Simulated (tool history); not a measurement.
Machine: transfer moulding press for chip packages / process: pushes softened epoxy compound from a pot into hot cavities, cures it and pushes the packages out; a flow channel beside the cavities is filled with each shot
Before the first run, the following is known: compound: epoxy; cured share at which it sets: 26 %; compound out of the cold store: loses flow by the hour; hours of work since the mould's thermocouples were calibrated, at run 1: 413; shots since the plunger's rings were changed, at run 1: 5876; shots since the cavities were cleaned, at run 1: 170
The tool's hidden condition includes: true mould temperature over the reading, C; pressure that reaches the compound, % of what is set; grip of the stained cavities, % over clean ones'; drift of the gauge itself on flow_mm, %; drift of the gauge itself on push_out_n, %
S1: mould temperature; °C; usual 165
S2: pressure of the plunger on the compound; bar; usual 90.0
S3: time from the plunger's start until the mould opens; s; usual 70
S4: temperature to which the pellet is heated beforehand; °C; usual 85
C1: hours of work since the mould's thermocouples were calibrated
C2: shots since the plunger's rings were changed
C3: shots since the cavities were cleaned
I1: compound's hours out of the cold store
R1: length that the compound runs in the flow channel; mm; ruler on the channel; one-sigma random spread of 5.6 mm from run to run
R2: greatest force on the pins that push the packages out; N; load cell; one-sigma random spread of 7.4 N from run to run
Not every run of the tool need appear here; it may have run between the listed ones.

run,day,S1,S2,S3,S4,C1,C2,C3,I1,R1,R2
1,0.000,165,90.0,70,85,413,5876,170,47.4,502,374
# day 0.171: plunger's sealing rings changed
2,0.871,165,90.0,67,85,426,267,463,39.6,611,479
# day 1.238: cavities cleaned with cleaning compound and waxed
3,2.079,165,90.0,67,85,444,705,322,17.8,699,453
# day 2.750: cavities cleaned with cleaning compound and waxed
4,2.829,165,90.0,70,85,455,969,31,10.7,752,348
5,3.879,165,90.0,70,85,472,1370,432,32.3,630,436
# day 4.258: cavities cleaned with cleaning compound and waxed
6,4.875,165,81.4,70,85,487,1726,236,9.1,702,436
7,5.371,165,81.4,70,84,495,1917,427,30.1,597,452
# day 5.767: cavities cleaned with cleaning compound and waxed
8,6.575,165,81.4,70,84,514,2353,310,28.2,606,405
# day 7.338: cavities cleaned with cleaning compound and waxed
9,7.658,165,81.4,70,84,530,2742,121,34.8,565,383
10,8.225,168,90.0,70,85,539,2960,339,20.6,653,393
# day 8.838: cavities cleaned with cleaning compound and waxed
11,9.133,165,83.8,70,85,553,3283,112,11.2,688,383
# day 10.338: cavities cleaned with cleaning compound and waxed
12,10.392,165,90.0,70,85,572,3740,20,32.0,602,333
13,10.900,165,90.0,70,85,581,3935,215,28.7,609,411
# day 11.846: cavities cleaned with cleaning compound and waxed
14,11.950,171,93.1,70,85,597,4313,40,12.4,683,302
15,12.458,171,93.1,70,85,605,4507,234,28.5,603,352
16,13.175,171,93.1,70,85,616,4781,508,21.0,642,400
# day 13.350: cavities cleaned with cleaning compound and waxed
17,14.442,168,71.8,56,89,636,5242,418,11.1,592,566

Run 18 has not been measured yet. What should we expect?
# day 14.883: cavities cleaned with cleaning compound and waxed
18,15.354,164,92.5,82,80,650,5567,181,45.3,?,?

R1: 532 mm
R2: 357 N
Had the tool carried no hidden state, the very same run would have given R1 598 mm, R2 295 N.
